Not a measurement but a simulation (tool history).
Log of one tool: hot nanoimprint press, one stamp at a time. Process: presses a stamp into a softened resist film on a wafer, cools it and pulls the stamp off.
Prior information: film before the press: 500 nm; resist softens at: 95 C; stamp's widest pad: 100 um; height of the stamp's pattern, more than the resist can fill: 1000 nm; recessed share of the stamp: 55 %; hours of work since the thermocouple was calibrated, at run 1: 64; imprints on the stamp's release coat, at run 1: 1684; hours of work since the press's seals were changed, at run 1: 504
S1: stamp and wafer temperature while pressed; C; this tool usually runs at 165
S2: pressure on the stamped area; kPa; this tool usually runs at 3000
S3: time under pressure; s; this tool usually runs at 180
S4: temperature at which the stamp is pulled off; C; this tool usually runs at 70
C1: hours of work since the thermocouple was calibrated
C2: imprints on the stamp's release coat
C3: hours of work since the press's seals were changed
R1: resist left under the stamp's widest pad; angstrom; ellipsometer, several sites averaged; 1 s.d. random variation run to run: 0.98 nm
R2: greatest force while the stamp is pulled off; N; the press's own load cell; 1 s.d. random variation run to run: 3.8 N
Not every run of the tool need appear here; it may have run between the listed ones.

Run 1, hour 0.0: usual settings; C1 64; C2 1684; C3 504. Result: R1 1845 angstrom, R2 270 N.
Run 2, hour 22.9: usual settings; C1 82; C2 1744; C3 522. Result: R1 1850 angstrom, R2 279 N.
Run 3, hour 42.0: usual settings; C1 97; C2 1794; C3 537. Result: R1 1866 angstrom, R2 274 N.
Run 4, hour 64.9: usual settings but S3 170 s; C1 115; C2 1854; C3 555. Result: R1 1882 angstrom, R2 273 N.
Run 5, hour 83.9: usual settings but S1 173 C; C1 130; C2 1903; C3 570. Result: R1 1389 angstrom, R2 282 N.
Run 6, hour 111.5: usual settings; C1 151; C2 1975; C3 591. Result: R1 1890 angstrom, R2 287 N.
Run 7, hour 124.0: usual settings but S1 175 C; C1 161; C2 2008; C3 601. Result: R1 1298 angstrom, R2 284 N.
At hour 129.2: plate thermocouple calibrated.
Run 8, hour 144.0: usual settings but S1 175 C; C1 12; C2 2052; C3 614. Result: R1 1307 angstrom, R2 285 N.
At hour 161.9: press's hydraulic seals changed and the load cell set to zero.
At hour 179.2: stamp cleaned and given a new release coat.
Run 9, hour 179.9: usual settings but S1 175 C; C1 29; C2 2; C3 9. Result: R1 1263 angstrom, R2 183 N.
Run 10, hour 193.7: usual settings but S1 160 C, S2 2660 kPa, S3 205 s; C1 39; C2 38; C3 20. Result: R1 2210 angstrom, R2 196 N.
Run 11, hour 205.5: usual settings but S1 160 C, S2 2660 kPa, S3 205 s; C1 49; C2 68; C3 29. Result: R1 2266 angstrom, R2 185 N.
Run 12, hour 233.2: usual settings but S1 160 C, S2 4580 kPa, S3 205 s, S4 62 C; C1 70; C2 141; C3 51. Result: R1 1776 angstrom, R2 223 N.
Run 13, hour 258.0: usual settings but S4 66 C; C1 90; C2 205; C3 70. Result: R1 1858 angstrom, R2 218 N.
Run 14, hour 276.7: usual settings but S1 156 C, S3 297 s; C1 104; C2 254; C3 85. Result: R1 2178 angstrom, R2 197 N.

What if the next run were any one of these 4? Each begins from the tool's condition after run 14:
At hour 286.3: plate thermocouple calibrated, once more.
Run A, hour 306.7: usual settings but S1 161 C, S2 4210 kPa, S3 221 s; C1 16; C2 325; C3 106. Result: R1 ?, R2 ?.
At hour 286.3: plate thermocouple calibrated, once more.
Run B, hour 306.7: usual settings but S1 159 C, S2 1950 kPa, S3 131 s; C1 16; C2 325; C3 106. Result: R1 ?, R2 ?.
At hour 286.3: plate thermocouple calibrated, once more.
Run C, hour 306.7: usual settings but S1 168 C, S3 226 s, S4 57 C; C1 16; C2 325; C3 106. Result: R1 ?, R2 ?.
At hour 286.3: plate thermocouple calibrated, once more.
Run D, hour 306.7: usual settings but S3 200 s; C1 16; C2 325; C3 106. Result: R1 ?, R2 ?.

run    R1   R2
  A  1690  192
  B  2972  197
  C  1457  244
  D  1730  198
What these runs would have given with no unlogged condition in the tool:
run    R1   R2
  A  1683  177
  B  2967  182
  C  1453  225
  D  1725  182
